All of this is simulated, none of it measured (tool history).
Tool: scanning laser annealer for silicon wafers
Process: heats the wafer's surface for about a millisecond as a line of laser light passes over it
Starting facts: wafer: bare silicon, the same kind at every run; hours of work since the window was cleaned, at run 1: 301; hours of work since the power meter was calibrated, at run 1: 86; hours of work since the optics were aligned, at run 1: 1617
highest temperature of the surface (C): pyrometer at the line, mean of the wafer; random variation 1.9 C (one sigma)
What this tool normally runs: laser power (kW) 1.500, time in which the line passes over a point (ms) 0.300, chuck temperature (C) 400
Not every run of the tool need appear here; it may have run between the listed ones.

run,hour,laser power (kW),time in which the line passes over a point (ms),chuck temperature (C),hours of work since the window was cleaned,hours of work since the power meter was calibrated,hours of work since the optics were aligned,highest temperature of the surface (C)
1,0.0,1.500,0.300,400,301,86,1617,1196
2,19.3,1.500,0.287,400,311,96,1627,1176
3,36.1,1.500,0.287,400,320,105,1636,1174
4,59.7,1.500,0.300,400,332,117,1648,1191
5,80.7,1.500,0.303,400,343,128,1659,1196
6,94.2,1.500,0.303,400,350,135,1666,1198
7,121.1,1.500,0.300,400,364,149,1680,1190
8,135.8,1.500,0.300,400,372,157,1688,1190
9,162.0,1.500,0.300,400,385,170,1702,1193
10,185.9,1.500,0.300,400,398,183,1714,1189
11,206.3,1.500,0.300,370,408,193,1725,1162
12,225.5,1.500,0.300,370,419,203,1735,1154
13,245.0,1.500,0.300,370,429,214,1745,1160
14,257.4,1.500,0.300,370,435,220,1751,1157
15,272.5,1.500,0.218,366,443,228,1759,1024
16,290.1,1.500,0.218,366,452,237,1768,1023
17,319.8,1.376,0.222,379,468,253,1784,985
# hour 333.6: optics aligned, line set to its width
18,352.4,1.376,0.222,379,482,267,10,997
19,371.4,1.500,0.324,432,492,277,20,1270
20,386.7,1.398,0.300,420,500,285,28,1168
21,410.4,1.457,0.379,386,513,298,40,1273
22,426.8,1.497,0.379,416,521,306,49,1332
23,441.4,1.457,0.300,384,529,314,56,1161
24,460.6,1.311,0.296,390,539,324,66,1078
25,478.2,1.491,0.306,400,548,333,76,1210
26,493.0,1.381,0.349,415,556,341,83,1214
27,520.4,1.394,0.364,400,570,355,98,1228

Predict each of these 4 candidate next runs independently; none follows another, all start after run 27:
A,543.2,1.350,0.253,390,582,367,110,?
B,543.2,1.481,0.300,400,582,367,110,?
C,543.2,1.394,0.242,400,582,367,110,?
D,543.2,1.500,0.300,396,582,367,110,?

run,highest temperature of the surface (C)
A,1039
B,1189
C,1055
D,1196
Without the tool's hidden state the same runs would have given:
run,highest temperature of the surface (C)
A,1052
B,1205
C,1067
D,1212
